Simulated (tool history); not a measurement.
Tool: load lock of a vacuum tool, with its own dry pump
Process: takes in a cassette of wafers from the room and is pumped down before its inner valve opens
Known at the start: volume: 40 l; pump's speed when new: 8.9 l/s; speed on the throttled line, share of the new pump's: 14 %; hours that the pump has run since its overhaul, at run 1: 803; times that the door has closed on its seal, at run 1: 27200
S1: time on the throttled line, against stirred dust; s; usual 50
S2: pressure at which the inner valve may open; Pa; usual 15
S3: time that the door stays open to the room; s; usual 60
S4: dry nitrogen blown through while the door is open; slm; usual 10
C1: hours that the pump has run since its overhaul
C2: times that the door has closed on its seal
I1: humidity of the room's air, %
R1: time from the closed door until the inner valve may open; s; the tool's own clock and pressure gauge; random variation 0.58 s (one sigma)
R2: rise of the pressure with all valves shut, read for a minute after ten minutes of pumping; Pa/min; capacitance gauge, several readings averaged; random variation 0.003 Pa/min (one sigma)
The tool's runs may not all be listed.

run    hour  S1  S2   S3  S4    C1     C2    I1     R1     R2
  1     0.0  50  15   60  10   803  27200  45.6   83.0  0.095
  2   111.1  50  15   60  10   914  27728  43.8   83.4  0.104
  3   183.2  50  15   42  10   986  28070  44.8   84.3  0.091
  4   292.5  70  15   42  10  1096  28589  44.9  100.4  0.095
  5   355.4  80  15   42  10  1159  28888  45.1  109.7  0.098
  6   426.3  50  15   61  10  1230  29225  46.2   84.1  0.105
  7   480.7  50  20   61  10  1284  29483  42.7   82.9  0.106
  8   562.5  50  26   61  10  1366  29872  43.9   80.9  0.110
  9   667.4  50  26   61  10  1471  30370  40.7   81.6  0.109
 10   725.7  35  15   60  10  1529  30647  40.8   72.4  0.100
 11   806.7  52  15   60  10  1610  31032  47.4   86.2  0.121
 12   863.9  50  15   60  10  1667  31304  44.2   84.7  0.109
 13   964.3  50  15   60  10  1768  31781  44.9   84.9  0.115
 14  1017.3  50  15   60  10  1821  32032  45.7   84.1  0.114
 15  1066.0  50  15   60  10  1869  32264  44.5   84.4  0.111
 16  1142.4  50  15   60  10  1946  32627  45.0   84.7  0.115
 17  1231.7  50  15   60  10  2035  33051  46.3   84.2  0.121
 18  1294.2  50  15   60   6  2097  33348  46.0   84.5  0.128
 19  1403.3  50  15   60   6  2207  33866  47.4   84.5  0.134
 20  1471.9  65  15  200  10  2275  34192  44.1   96.6  0.180
 21  1555.2  65  15  200  10  2358  34588  43.9   98.0  0.182
 22  1652.4  65  24  200  12  2456  35049  44.0   96.4  0.172
 23  1730.9  65  24  200  12  2534  35423  42.7   95.6  0.174
 24  1801.3  29  14   92   7  2605  35757  47.9   67.8  0.160
 25  1871.3  93  15  173   7  2675  36089  43.1  122.8  0.187
 26  1945.3  89  15   43  10  2749  36441  46.5  119.0  0.128
 27  2042.3  57  15   43  10  2846  36902  47.9   91.2  0.122

Run 28 comes next. What will it give?
 28  2126.1  57  15  43  10  2929  37300  47.3   ?   ?

{"run 28": {"R1": 93.2, "R2": 0.129}}
Without the tool's hidden state the same run would have given R1 90.9 s, R2 0.043 Pa/min.

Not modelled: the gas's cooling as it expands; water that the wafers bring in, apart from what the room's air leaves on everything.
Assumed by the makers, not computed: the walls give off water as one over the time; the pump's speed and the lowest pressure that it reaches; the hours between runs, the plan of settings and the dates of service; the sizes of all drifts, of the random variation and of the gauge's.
